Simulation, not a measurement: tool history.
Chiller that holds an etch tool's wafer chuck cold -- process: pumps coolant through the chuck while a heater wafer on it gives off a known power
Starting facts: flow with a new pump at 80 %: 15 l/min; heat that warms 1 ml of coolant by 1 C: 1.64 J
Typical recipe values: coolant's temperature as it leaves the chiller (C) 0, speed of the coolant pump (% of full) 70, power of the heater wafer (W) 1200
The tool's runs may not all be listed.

| run | hour | coolant's temperature as it leaves the chiller (C) | speed of the coolant pump (% of full) | power of the heater wafer (W) | chuck's temperature once it has settled (C) | how much warmer the coolant comes back (C) |
|---|---|---|---|---|---|---|
| 1 | 0 | 0 | 70 | 1200 | 10.3 | 3.38 |
| 2 | 19.9 | 0 | 70 | 1200 | 10.3 | 3.3 |
| 3 | 36.5 | 0 | 70 | 1005 | 8.5 | 2.85 |
| 4 | 64.4 | 0 | 70 | 1005 | 8.8 | 2.8 |
| 5 | 100.1 | 0 | 70 | 1623 | 13.9 | 4.53 |
| 6 | 119.8 | 0 | 70 | 1097 | 9.5 | 3.02 |
| 7 | 156.6 | -2 | 86 | 1200 | 7.2 | 2.74 |
| 8 | 173.1 | -4 | 86 | 1368 | 6.4 | 3.12 |
| 9 | 199.5 | -4 | 86 | 653 | 1.1 | 1.47 |
| 10 | 225.9 | -4 | 86 | 653 | 0.9 | 1.54 |
| 11 | 247.9 | -4 | 86 | 653 | 0.9 | 1.51 |
| 12 | 282.4 | -4 | 85 | 612 | 0.6 | 1.4 |

Below are 4 alternative next runs, each starting from the tool's condition after run 12. Predict each:
| A | 302.7 | 2 | 70 | 602 | ? | ? |
| B | 302.7 | 1 | 95 | 848 | ? | ? |
| C | 302.7 | 0 | 89 | 1200 | ? | ? |
| D | 302.7 | -10 | 62 | 1200 | ? | ? |

| run | chuck's temperature once it has settled (C) | how much warmer the coolant comes back (C) |
|---|---|---|
| A | 7.1 | 1.69 |
| B | 7 | 1.75 |
| C | 8.9 | 2.73 |
| D | 1.1 | 3.81 |
Without the tool's unlogged condition, the same runs would have read:
| run | chuck's temperature once it has settled (C) | how much warmer the coolant comes back (C) |
|---|---|---|
| A | 7.1 | 1.67 |
| B | 6.9 | 1.74 |
| C | 8.8 | 2.71 |
| D | 0.9 | 3.78 |

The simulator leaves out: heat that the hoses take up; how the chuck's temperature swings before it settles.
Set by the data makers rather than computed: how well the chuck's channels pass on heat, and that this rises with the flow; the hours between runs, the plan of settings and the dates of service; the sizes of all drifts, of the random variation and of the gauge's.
